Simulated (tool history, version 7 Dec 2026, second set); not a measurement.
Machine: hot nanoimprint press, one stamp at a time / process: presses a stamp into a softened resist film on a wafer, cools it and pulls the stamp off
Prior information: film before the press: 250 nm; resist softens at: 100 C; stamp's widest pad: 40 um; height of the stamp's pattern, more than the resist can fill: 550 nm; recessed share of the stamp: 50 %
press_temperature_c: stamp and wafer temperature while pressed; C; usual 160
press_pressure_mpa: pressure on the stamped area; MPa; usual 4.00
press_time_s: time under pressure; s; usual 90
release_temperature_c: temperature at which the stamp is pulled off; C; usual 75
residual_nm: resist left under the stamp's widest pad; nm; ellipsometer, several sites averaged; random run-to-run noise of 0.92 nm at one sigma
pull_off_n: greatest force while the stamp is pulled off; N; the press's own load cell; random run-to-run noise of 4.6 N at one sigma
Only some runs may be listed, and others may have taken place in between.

run	hour	press_temperature_c	press_pressure_mpa	press_time_s	release_temperature_c	residual_nm	pull_off_n
1	0.0	160	4.00	90	75	138.9	336
# hour 37.9: plate thermocouple calibrated
2	55.1	160	4.00	90	75	145.1	376
3	106.9	160	2.57	90	75	174.9	433
4	164.3	160	4.37	90	75	144.7	464
5	251.9	160	4.37	90	75	145.9	514
# hour 271.3: stamp cleaned and given a new release coat
# hour 319.8: plate thermocouple calibrated, once more
6	347.9	160	4.00	90	75	130.8	245
7	428.6	159	4.00	90	75	138.0	296
8	497.8	160	4.00	159	75	112.5	324
9	572.5	160	4.00	159	75	113.3	393
10	661.3	160	4.00	159	75	114.3	433
11	739.7	160	4.00	159	75	116.3	489
# hour 763.9: stamp cleaned and given a new release coat
# hour 828.2: plate thermocouple calibrated
12	830.0	160	4.00	159	75	110.4	265
13	903.5	160	4.00	159	75	111.0	294
14	959.1	160	4.00	80	75	140.6	307
# hour 1002.6: press's hydraulic seals changed and the load cell set to zero
15	1012.9	160	4.00	80	75	137.6	354
16	1091.6	160	4.00	80	75	141.2	410
17	1168.3	160	4.00	137	75	118.8	452
18	1219.7	166	5.13	76	66	98.0	584
# hour 1268.0: stamp cleaned and given a new release coat
19	1313.1	156	4.00	90	65	168.7	320
# hour 1344.3: plate thermocouple calibrated
20	1360.2	156	3.60	90	70	165.8	312
21	1420.6	171	4.09	90	70	77.2	344
22	1502.1	171	4.09	90	70	78.6	382
23	1562.8	160	4.00	90	78	138.0	359
24	1646.3	152	3.42	52	75	215.4	449
25	1722.6	163	3.42	52	82	156.9	404
# hour 1764.2: stamp cleaned and given a new release coat
26	1815.9	163	3.42	52	82	156.7	224
# hour 1853.9: plate thermocouple calibrated
27	1907.5	163	3.42	52	82	148.0	242

Below are 5 alternative next runs, each starting from the tool's condition after run 27. Predict each:
A	1965.2	155	4.00	90	75	?	?
B	1965.2	162	3.42	81	83	?	?
C	1965.2	163	4.00	90	75	?	?
D	1965.2	168	3.42	52	82	?	?
E	1965.2	163	4.28	90	75	?	?

run	residual_nm	pull_off_n
A	170.0	323
B	137.2	259
C	118.3	332
D	121.8	273
E	114.6	313
With no hidden state in the tool, these same runs would have given:
run	residual_nm	pull_off_n
A	162.6	222
B	130.7	177
C	111.8	228
D	116.0	187
E	108.0	216
